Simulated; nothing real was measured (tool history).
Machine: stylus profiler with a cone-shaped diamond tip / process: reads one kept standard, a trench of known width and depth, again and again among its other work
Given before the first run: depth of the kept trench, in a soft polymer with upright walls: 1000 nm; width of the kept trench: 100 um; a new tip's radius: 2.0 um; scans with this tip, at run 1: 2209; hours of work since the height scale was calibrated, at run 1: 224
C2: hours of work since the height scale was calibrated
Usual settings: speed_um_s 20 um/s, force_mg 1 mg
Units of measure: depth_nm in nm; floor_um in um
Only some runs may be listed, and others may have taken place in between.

{"run": 1, "day": 0.0, "speed_um_s": 20, "force_mg": 1, "scans with this tip": 2209, "C2": 224, "depth_nm": 1002.56, "floor_um": 96.2}
{"run": 2, "day": 2.396, "speed_um_s": 20, "force_mg": 1, "scans with this tip": 2632, "C2": 267, "depth_nm": 1002.33, "floor_um": 96.23}
{"run": 3, "day": 5.571, "speed_um_s": 20, "force_mg": 1, "scans with this tip": 3192, "C2": 324, "depth_nm": 1002.45, "floor_um": 96.16}
{"run": 4, "day": 9.296, "speed_um_s": 20, "force_mg": 1, "scans with this tip": 3849, "C2": 390, "depth_nm": 1001.72, "floor_um": 96.06}
{"run": 5, "day": 13.033, "speed_um_s": 20, "force_mg": 1, "scans with this tip": 4508, "C2": 457, "depth_nm": 1001.86, "floor_um": 96.04}
{"run": 6, "day": 16.675, "speed_um_s": 20, "force_mg": 1, "scans with this tip": 5150, "C2": 522, "depth_nm": 1001.22, "floor_um": 95.91}
{"run": 7, "day": 21.129, "speed_um_s": 20, "force_mg": 1, "scans with this tip": 5935, "C2": 602, "depth_nm": 1000.97, "floor_um": 95.86}
{"run": 8, "day": 24.346, "speed_um_s": 20, "force_mg": 1, "scans with this tip": 6503, "C2": 660, "depth_nm": 1000.92, "floor_um": 95.88}
{"run": 9, "day": 27.646, "speed_um_s": 47, "force_mg": 1, "scans with this tip": 7085, "C2": 719, "depth_nm": 1000.85, "floor_um": 95.68}
{"run": 10, "day": 29.638, "speed_um_s": 47, "force_mg": 1.78, "scans with this tip": 7436, "C2": 754, "depth_nm": 1002.11, "floor_um": 95.65}
{"run": 11, "day": 31.575, "speed_um_s": 47, "force_mg": 1.78, "scans with this tip": 7778, "C2": 789, "depth_nm": 1002.26, "floor_um": 95.61}
{"run": 12, "day": 33.667, "speed_um_s": 47, "force_mg": 1.78, "scans with this tip": 8147, "C2": 826, "depth_nm": 1002.2, "floor_um": 95.62}
{"run": 13, "day": 37.625, "speed_um_s": 42, "force_mg": 0.82, "scans with this tip": 8845, "C2": 897, "depth_nm": 999.74, "floor_um": 95.47}
{"run": 14, "day": 41.667, "speed_um_s": 42, "force_mg": 0.82, "scans with this tip": 9557, "C2": 969, "depth_nm": 999.74, "floor_um": 95.45}
{"run": 15, "day": 44.388, "speed_um_s": 42, "force_mg": 0.82, "scans with this tip": 10037, "C2": 1018, "depth_nm": 999.8, "floor_um": 95.38}
{"run": 16, "day": 47.467, "speed_um_s": 6, "force_mg": 1.43, "scans with this tip": 10580, "C2": 1073, "depth_nm": 1000.52, "floor_um": 95.52}
{"run": 17, "day": 51.325, "speed_um_s": 60, "force_mg": 1, "scans with this tip": 11260, "C2": 1142, "depth_nm": 999.44, "floor_um": 95.27}
{"run": 18, "day": 56.025, "speed_um_s": 17, "force_mg": 0.43, "scans with this tip": 12089, "C2": 1226, "depth_nm": 998.04, "floor_um": 95.33}
{"run": 19, "day": 58.071, "speed_um_s": 74, "force_mg": 0.85, "scans with this tip": 12450, "C2": 1263, "depth_nm": 999.05, "floor_um": 94.97}
{"run": 20, "day": 60.792, "speed_um_s": 20, "force_mg": 0.46, "scans with this tip": 12930, "C2": 1311, "depth_nm": 997.68, "floor_um": 95.21}
{"run": 21, "day": 64.792, "speed_um_s": 20, "force_mg": 0.46, "scans with this tip": 13636, "C2": 1383, "depth_nm": 997.55, "floor_um": 95.2}
{"run": 22, "day": 68.092, "speed_um_s": 20, "force_mg": 0.46, "scans with this tip": 14218, "C2": 1442, "depth_nm": 997.17, "floor_um": 95.14}
{"run": 23, "day": 71.812, "speed_um_s": 31, "force_mg": 1.79, "scans with this tip": 14874, "C2": 1509, "depth_nm": 999.83, "floor_um": 95.16}
{"run": 24, "day": 76.417, "speed_um_s": 14, "force_mg": 1.32, "scans with this tip": 15686, "C2": 1591, "depth_nm": 998.74, "floor_um": 95.07}

Consider 3 possible next runs. They are alternatives, not a sequence: every one starts from the tool as it was left by run 24. What does each give?
{"run": "A", "day": 78.521, "speed_um_s": 20, "force_mg": 1.44, "scans with this tip": 16057, "C2": 1629, "depth_nm": "?", "floor_um": "?"}
{"run": "B", "day": 78.521, "speed_um_s": 75, "force_mg": 0.4, "scans with this tip": 16057, "C2": 1629, "depth_nm": "?", "floor_um": "?"}
{"run": "C", "day": 78.521, "speed_um_s": 56, "force_mg": 0.97, "scans with this tip": 16057, "C2": 1629, "depth_nm": "?", "floor_um": "?"}

run=A depth_nm=998.71 floor_um=95.02
run=B depth_nm=996.56 floor_um=94.61
run=C depth_nm=997.57 floor_um=94.86
With no hidden state in the tool, these same runs would have given:
run=A depth_nm=1004.2 floor_um=96.45
run=B depth_nm=1002.04 floor_um=96.04
run=C depth_nm=1003.05 floor_um=96.28
